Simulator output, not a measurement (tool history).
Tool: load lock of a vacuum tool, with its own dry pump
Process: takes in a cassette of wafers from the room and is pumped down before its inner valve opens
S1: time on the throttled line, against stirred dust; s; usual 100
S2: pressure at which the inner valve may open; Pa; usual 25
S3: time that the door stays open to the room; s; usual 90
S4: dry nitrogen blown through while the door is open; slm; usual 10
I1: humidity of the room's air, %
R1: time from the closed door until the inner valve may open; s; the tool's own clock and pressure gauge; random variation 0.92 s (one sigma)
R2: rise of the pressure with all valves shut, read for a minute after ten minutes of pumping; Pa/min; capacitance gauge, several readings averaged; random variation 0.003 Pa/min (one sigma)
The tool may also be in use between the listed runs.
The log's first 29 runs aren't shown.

| run | hour | S1 | S2 | S3 | S4 | I1 | R1 | R2 |
|---|---|---|---|---|---|---|---|---|
| 30 | 13348.5 | 199 | 48 | 158 | 35 | 45 | 231.6 | 0.038 |
| 31 | 13685 | 63 | 49 | 217 | 27 | 43.4 | 114.8 | 0.047 |
| 32 | 14032.3 | 67 | 49 | 97 | 19 | 47.4 | 121.2 | 0.041 |
| 33 | 14293.2 | 87 | 25 | 225 | 41 | 45.5 | 141.9 | 0.046 |
| 34 | 14776.9 | 87 | 25 | 225 | 41 | 43 | 143.7 | 0.043 |
| 35 | 15210 | 71 | 23 | 174 | 10 | 43.9 | 130.6 | 0.086 |
| 36 | 15533.6 | 71 | 23 | 174 | 10 | 45.7 | 129.7 | 0.082 |
| 37 | 16032.4 | 71 | 23 | 174 | 10 | 42 | 130.8 | 0.084 |
| 38 | 16356.1 | 71 | 23 | 174 | 10 | 43.2 | 130.8 | 0.086 |

3 ways to go on from here, each from the tool as it stands after run 38. What would each give?
| A | 16906.8 | 71 | 20 | 31 | 10 | 45.9 | ? | ? |
| B | 16906.8 | 133 | 27 | 27 | 10 | 45.1 | ? | ? |
| C | 16906.8 | 100 | 25 | 90 | 11 | 43.8 | ? | ? |

| run | R1 | R2 |
|---|---|---|
| A | 132.8 | 0.045 |
| B | 183.1 | 0.045 |
| C | 154.8 | 0.061 |
Without the tool's hidden state the same runs would have given:
| run | R1 | R2 |
|---|---|---|
| A | 121.9 | 0.023 |
| B | 174.3 | 0.024 |
| C | 145 | 0.04 |

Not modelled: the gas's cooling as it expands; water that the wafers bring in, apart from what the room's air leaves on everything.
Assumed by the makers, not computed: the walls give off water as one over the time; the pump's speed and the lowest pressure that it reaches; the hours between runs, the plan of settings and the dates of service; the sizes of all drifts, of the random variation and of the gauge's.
